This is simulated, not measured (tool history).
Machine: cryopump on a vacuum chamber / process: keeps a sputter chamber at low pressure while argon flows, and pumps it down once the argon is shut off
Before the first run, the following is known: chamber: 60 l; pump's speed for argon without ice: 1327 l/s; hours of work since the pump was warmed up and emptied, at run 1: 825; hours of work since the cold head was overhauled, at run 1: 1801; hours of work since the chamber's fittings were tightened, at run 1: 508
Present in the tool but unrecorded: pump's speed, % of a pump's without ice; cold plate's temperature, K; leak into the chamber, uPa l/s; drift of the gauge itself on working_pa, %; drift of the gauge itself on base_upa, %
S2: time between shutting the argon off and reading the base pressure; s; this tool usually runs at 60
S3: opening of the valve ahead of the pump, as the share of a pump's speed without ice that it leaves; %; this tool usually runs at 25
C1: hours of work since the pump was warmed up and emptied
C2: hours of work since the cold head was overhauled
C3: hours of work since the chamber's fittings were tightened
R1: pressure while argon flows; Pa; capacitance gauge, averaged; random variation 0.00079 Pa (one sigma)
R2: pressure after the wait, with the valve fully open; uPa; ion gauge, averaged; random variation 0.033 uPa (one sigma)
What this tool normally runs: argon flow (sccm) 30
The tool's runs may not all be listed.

Run 1, hour 0: usual settings; C1 825; C2 1801; C3 508. Result: R1 0.1711 Pa, R2 2.05 uPa.
Run 2, hour 114: usual settings but S3 18 %; C1 904; C2 1880; C3 588. Result: R1 0.2328 Pa, R2 2.11 uPa.
At hour 173: pump warmed up, emptied and cooled again.
Run 3, hour 248.5: usual settings but S3 18 %; C1 53; C2 1971; C3 678. Result: R1 0.2141 Pa, R2 1.92 uPa.
Run 4, hour 373.8: usual settings but S3 18 %; C1 140; C2 2058; C3 765. Result: R1 0.2168 Pa, R2 2.03 uPa.
Run 5, hour 470.3: usual settings but S3 18 %; C1 207; C2 2125; C3 833. Result: R1 0.2156 Pa, R2 2.02 uPa.
Run 6, hour 544.4: usual settings but S3 18 %; C1 259; C2 2177; C3 884. Result: R1 0.2174 Pa, R2 2.03 uPa.
Run 7, hour 655.9: usual settings; C1 337; C2 2255; C3 962. Result: R1 0.1585 Pa, R2 2.03 uPa.
Run 8, hour 718.3: usual settings; C1 380; C2 2298; C3 1006. Result: R1 0.1594 Pa, R2 2.1 uPa.
Run 9, hour 820.2: usual settings but argon flow (sccm) 52; C1 451; C2 2369; C3 1077. Result: R1 0.2775 Pa, R2 2.09 uPa.
Run 10, hour 933.3: usual settings; C1 530; C2 2448; C3 1156. Result: R1 0.161 Pa, R2 2.15 uPa.
Run 11, hour 1059.5: usual settings but S3 34 %; C1 618; C2 2536; C3 1244. Result: R1 0.1228 Pa, R2 2.17 uPa.
Run 12, hour 1115: usual settings but argon flow (sccm) 14; C1 657; C2 2575; C3 1282. Result: R1 0.0771 Pa, R2 2.29 uPa.
Run 13, hour 1196.5: usual settings but argon flow (sccm) 14; C1 714; C2 2632; C3 1339. Result: R1 0.0777 Pa, R2 2.31 uPa.
Run 14, hour 1275: usual settings; C1 768; C2 2686; C3 1394. Result: R1 0.1655 Pa, R2 2.26 uPa.
Run 15, hour 1353.3: usual settings; C1 823; C2 2741; C3 1449. Result: R1 0.1676 Pa, R2 2.3 uPa.
Run 16, hour 1416.1: usual settings but argon flow (sccm) 33; C1 867; C2 2785; C3 1492. Result: R1 0.1856 Pa, R2 2.43 uPa.
Run 17, hour 1492.7: usual settings but argon flow (sccm) 43, S2 28 s, S3 30 %; C1 920; C2 2838; C3 1546. Result: R1 0.2102 Pa, R2 4.17 uPa.
At hour 1523: pump warmed up, emptied and cooled again.
Run 18, hour 1613: usual settings but argon flow (sccm) 21, S2 129 s, S3 23 %; C1 63; C2 2919; C3 1626. Result: R1 0.1178 Pa, R2 1.37 uPa.
Run 19, hour 1716: usual settings but argon flow (sccm) 21, S2 129 s, S3 23 %; C1 135; C2 2991; C3 1698. Result: R1 0.1179 Pa, R2 1.45 uPa.
Run 20, hour 1823.6: usual settings but argon flow (sccm) 21, S2 129 s, S3 23 %; C1 210; C2 3066; C3 1773. Result: R1 0.1187 Pa, R2 1.46 uPa.
Run 21, hour 1898.5: usual settings but argon flow (sccm) 21, S2 129 s, S3 18 %; C1 262; C2 3118; C3 1825. Result: R1 0.1527 Pa, R2 1.49 uPa.
Run 22, hour 2024: usual settings but argon flow (sccm) 14, S2 194 s, S3 37 %; C1 349; C2 3205; C3 1913. Result: R1 0.0508 Pa, R2 1.3 uPa.
Run 23, hour 2134.3: usual settings but argon flow (sccm) 26, S2 194 s, S3 39 %; C1 426; C2 3282; C3 1990. Result: R1 0.0916 Pa, R2 1.43 uPa.
Run 24, hour 2228.7: usual settings but argon flow (sccm) 26, S2 194 s, S3 39 %; C1 492; C2 3348; C3 2056. Result: R1 0.0933 Pa, R2 1.38 uPa.
Run 25, hour 2322.7: usual settings but S3 24 %; C1 558; C2 3414; C3 2121. Result: R1 0.1693 Pa, R2 2.45 uPa.
Run 26, hour 2423.2: usual settings but S3 24 %; C1 628; C2 3484; C3 2191. Result: R1 0.1707 Pa, R2 2.6 uPa.
Run 27, hour 2552.1: usual settings but argon flow (sccm) 41, S2 98 s, S3 33 %; C1 718; C2 3574; C3 2281. Result: R1 0.1789 Pa, R2 2.04 uPa.

What if the next run were any one of these 4? Each begins from the tool's condition after run 27:
Run A, hour 2605.3: usual settings but argon flow (sccm) 13, S2 34 s, S3 23 %; C1 755; C2 3611; C3 2318. Result: R1 ?, R2 ?.
Run B, hour 2605.3: usual settings but argon flow (sccm) 18, S2 255 s, S3 33 %; C1 755; C2 3611; C3 2318. Result: R1 ?, R2 ?.
Run C, hour 2605.3: usual settings but S3 16 %; C1 755; C2 3611; C3 2318. Result: R1 ?, R2 ?.
Run D, hour 2605.3: usual settings but argon flow (sccm) 12, S2 112 s, S3 51 %; C1 755; C2 3611; C3 2318. Result: R1 ?, R2 ?.

run      R1    R2
  A  0.0781  3.79
  B  0.0778  1.53
  C  0.2531  2.64
  D  0.0365  1.95
With the hidden condition removed and each run's random variation left untouched, the same runs would have given:
run      R1    R2
  A  0.0719  2.87
  B   0.069   0.6
  C  0.2385  1.72
  D  0.0306  1.04
